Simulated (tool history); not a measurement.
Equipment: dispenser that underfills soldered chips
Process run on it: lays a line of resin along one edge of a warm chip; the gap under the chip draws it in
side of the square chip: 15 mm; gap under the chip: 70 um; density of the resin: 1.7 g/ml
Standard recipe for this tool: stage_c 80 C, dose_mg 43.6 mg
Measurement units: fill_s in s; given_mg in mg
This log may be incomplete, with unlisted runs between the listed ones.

{"run": 1, "hour": 0.0, "stage_c": 80, "dose_mg": 43.6, "fill_s": 429.5, "given_mg": 42.16}
{"hour": 4.9, "done": "new syringe of resin"}
{"run": 2, "hour": 7.4, "stage_c": 80, "dose_mg": 43.6, "fill_s": 283.2, "given_mg": 42.08}
{"run": 3, "hour": 11.3, "stage_c": 80, "dose_mg": 43.6, "fill_s": 332.2, "given_mg": 41.78}
{"run": 4, "hour": 17.3, "stage_c": 80, "dose_mg": 55.6, "fill_s": 432.3, "given_mg": 53.52}
{"run": 5, "hour": 20.9, "stage_c": 80, "dose_mg": 55.6, "fill_s": 504.2, "given_mg": 53.58}
{"hour": 22.2, "done": "new syringe of resin"}
{"run": 6, "hour": 25.6, "stage_c": 80, "dose_mg": 44.9, "fill_s": 295.4, "given_mg": 43.07}
{"run": 7, "hour": 30.7, "stage_c": 80, "dose_mg": 44.9, "fill_s": 359.6, "given_mg": 42.97}
{"run": 8, "hour": 36.7, "stage_c": 80, "dose_mg": 44.9, "fill_s": 466.4, "given_mg": 43.28}
{"hour": 39.7, "done": "new syringe of resin"}
{"run": 9, "hour": 41.7, "stage_c": 80, "dose_mg": 44.9, "fill_s": 283.2, "given_mg": 42.97}
{"run": 10, "hour": 48.8, "stage_c": 80, "dose_mg": 43.6, "fill_s": 374.6, "given_mg": 42.02}
{"run": 11, "hour": 54.0, "stage_c": 80, "dose_mg": 43.6, "fill_s": 483.6, "given_mg": 41.61}
{"hour": 57.1, "done": "new syringe of resin"}
{"run": 12, "hour": 59.8, "stage_c": 80, "dose_mg": 43.6, "fill_s": 288.4, "given_mg": 41.79}
{"run": 13, "hour": 65.4, "stage_c": 80, "dose_mg": 43.6, "fill_s": 370.4, "given_mg": 41.33}
{"run": 14, "hour": 69.0, "stage_c": 80, "dose_mg": 44.0, "fill_s": 433.6, "given_mg": 41.67}
{"run": 15, "hour": 73.8, "stage_c": 80, "dose_mg": 44.0, "fill_s": 530.7, "given_mg": 41.75}
{"hour": 74.6, "done": "new syringe of resin"}
{"hour": 75.6, "done": "dispensing valve cleaned and set on the balance"}
{"run": 16, "hour": 79.9, "stage_c": 80, "dose_mg": 43.6, "fill_s": 323.9, "given_mg": 43.81}
{"run": 17, "hour": 84.2, "stage_c": 75, "dose_mg": 43.6, "fill_s": 488.3, "given_mg": 43.78}
{"run": 18, "hour": 87.4, "stage_c": 80, "dose_mg": 43.6, "fill_s": 439.5, "given_mg": 43.51}
{"hour": 92.8, "done": "new syringe of resin"}
{"run": 19, "hour": 92.9, "stage_c": 86, "dose_mg": 55.9, "fill_s": 199.2, "given_mg": 55.66}
{"run": 20, "hour": 97.6, "stage_c": 66, "dose_mg": 56.5, "fill_s": 639.0, "given_mg": 56.55}
{"run": 21, "hour": 104.3, "stage_c": 66, "dose_mg": 56.5, "fill_s": 855.7, "given_mg": 55.72}
{"hour": 110.0, "done": "new syringe of resin"}
{"run": 22, "hour": 110.5, "stage_c": 66, "dose_mg": 56.5, "fill_s": 532.6, "given_mg": 55.86}
{"run": 23, "hour": 114.2, "stage_c": 66, "dose_mg": 37.5, "fill_s": 645.7, "given_mg": 37.11}
{"run": 24, "hour": 118.4, "stage_c": 70, "dose_mg": 45.9, "fill_s": 608.7, "given_mg": 45.14}
{"run": 25, "hour": 124.9, "stage_c": 86, "dose_mg": 42.8, "fill_s": 358.6, "given_mg": 42.09}
{"hour": 127.5, "done": "new syringe of resin"}
{"run": 26, "hour": 131.6, "stage_c": 86, "dose_mg": 42.8, "fill_s": 233.1, "given_mg": 42.24}
{"run": 27, "hour": 136.2, "stage_c": 81, "dose_mg": 41.2, "fill_s": 370.5, "given_mg": 40.68}
{"run": 28, "hour": 140.5, "stage_c": 78, "dose_mg": 43.1, "fill_s": 507.0, "given_mg": 42.46}
{"hour": 145.0, "done": "new syringe of resin"}
{"run": 29, "hour": 145.5, "stage_c": 68, "dose_mg": 43.6, "fill_s": 487.2, "given_mg": 42.85}
{"run": 30, "hour": 151.7, "stage_c": 70, "dose_mg": 39.7, "fill_s": 593.0, "given_mg": 39.05}
{"run": 31, "hour": 157.0, "stage_c": 80, "dose_mg": 43.1, "fill_s": 435.0, "given_mg": 42.17}
{"hour": 162.3, "done": "new syringe of resin"}
{"run": 32, "hour": 162.7, "stage_c": 66, "dose_mg": 43.9, "fill_s": 542.8, "given_mg": 42.34}
{"run": 33, "hour": 169.7, "stage_c": 66, "dose_mg": 43.9, "fill_s": 741.8, "given_mg": 43.06}
{"run": 34, "hour": 177.1, "stage_c": 69, "dose_mg": 43.9, "fill_s": 869.3, "given_mg": 42.75}
{"hour": 179.9, "done": "new syringe of resin"}
{"run": 35, "hour": 182.8, "stage_c": 69, "dose_mg": 44.6, "fill_s": 538.9, "given_mg": 43.01}

Branching from run 35: 4 alternative next runs. What would each branch give?
{"run": "A", "hour": 189.1, "stage_c": 66, "dose_mg": 47.0, "fill_s": "?", "given_mg": "?"}
{"run": "B", "hour": 189.1, "stage_c": 74, "dose_mg": 56.2, "fill_s": "?", "given_mg": "?"}
{"run": "C", "hour": 189.1, "stage_c": 80, "dose_mg": 52.2, "fill_s": "?", "given_mg": "?"}
{"run": "D", "hour": 189.1, "stage_c": 72, "dose_mg": 45.5, "fill_s": "?", "given_mg": "?"}

run=A fill_s=816.3 given_mg=45.27
run=B fill_s=523.7 given_mg=54.54
run=C fill_s=387.5 given_mg=50.68
run=D fill_s=594.7 given_mg=44.18
Had the tool no hidden state, the same runs would have come out as:
run=A fill_s=482.9 given_mg=46.84
run=B fill_s=312.2 given_mg=56.43
run=C fill_s=231.9 given_mg=52.44
run=D fill_s=353.3 given_mg=45.71

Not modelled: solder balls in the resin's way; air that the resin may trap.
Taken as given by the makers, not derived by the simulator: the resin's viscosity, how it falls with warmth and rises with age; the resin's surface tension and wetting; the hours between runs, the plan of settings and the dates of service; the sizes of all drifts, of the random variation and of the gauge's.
